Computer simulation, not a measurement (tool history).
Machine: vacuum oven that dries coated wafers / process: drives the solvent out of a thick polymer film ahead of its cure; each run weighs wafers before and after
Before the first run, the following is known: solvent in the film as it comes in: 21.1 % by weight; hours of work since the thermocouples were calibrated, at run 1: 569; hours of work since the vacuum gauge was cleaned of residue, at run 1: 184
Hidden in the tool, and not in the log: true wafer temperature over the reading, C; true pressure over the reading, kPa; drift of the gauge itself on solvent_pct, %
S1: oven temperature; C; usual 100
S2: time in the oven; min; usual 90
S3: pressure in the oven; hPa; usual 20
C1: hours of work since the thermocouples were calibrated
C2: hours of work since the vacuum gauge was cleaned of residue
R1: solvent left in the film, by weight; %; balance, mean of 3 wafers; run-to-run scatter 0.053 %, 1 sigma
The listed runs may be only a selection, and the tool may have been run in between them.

Run 1, hour 0: usual settings; C1 569; C2 184. Result: R1 2.78 %.
Run 2, hour 25.5: usual settings; C1 587; C2 203. Result: R1 2.83 %.
Run 3, hour 59.6: usual settings but S2 50 min; C1 612; C2 228. Result: R1 5.1 %.
Run 4, hour 109.7: usual settings but S2 50 min; C1 648; C2 264. Result: R1 5.28 %.
At hour 162.4: oven's thermocouples calibrated.
Run 5, hour 170.4: usual settings but S3 23.6 hPa; C1 6; C2 306. Result: R1 3.05 %.
Run 6, hour 229.3: usual settings but S3 22 hPa; C1 48; C2 349. Result: R1 2.99 %.
Run 7, hour 278.4: usual settings but S2 48 min; C1 84; C2 385. Result: R1 5.29 %.
Run 8, hour 325: usual settings but S2 48 min; C1 118; C2 418. Result: R1 5.26 %.
Run 9, hour 372.2: usual settings but S2 48 min; C1 152; C2 453. Result: R1 5.33 %.
Run 10, hour 407.8: usual settings but S2 88 min; C1 178; C2 478. Result: R1 2.88 %.
Run 11, hour 448.3: usual settings but S2 88 min; C1 207; C2 508. Result: R1 2.8 %.
Run 12, hour 488.2: usual settings but S2 118 min; C1 236; C2 537. Result: R1 2.36 %.
Run 13, hour 514: usual settings; C1 255; C2 555. Result: R1 2.85 %.
Run 14, hour 570.6: usual settings; C1 296; C2 596. Result: R1 2.91 %.
Run 15, hour 632.7: usual settings but S1 103 C, S2 56 min; C1 341; C2 641. Result: R1 3.94 %.
Run 16, hour 665.4: usual settings but S1 86 C, S2 84 min; C1 364; C2 665. Result: R1 7.33 %.
Run 17, hour 705.4: usual settings but S1 86 C, S2 84 min; C1 393; C2 694. Result: R1 7.36 %.

Estimate the outcome of run 18 from the log above:
Run 18, hour 763.4: usual settings but S1 90 C, S2 100 min, S3 24.1 hPa; C1 435; C2 736. Result: R1 ?.

Run 18 came out at R1 5.59 %.
If the tool had no hidden condition, the same run with the same run-to-run variation would have returned R1 5.11 %.
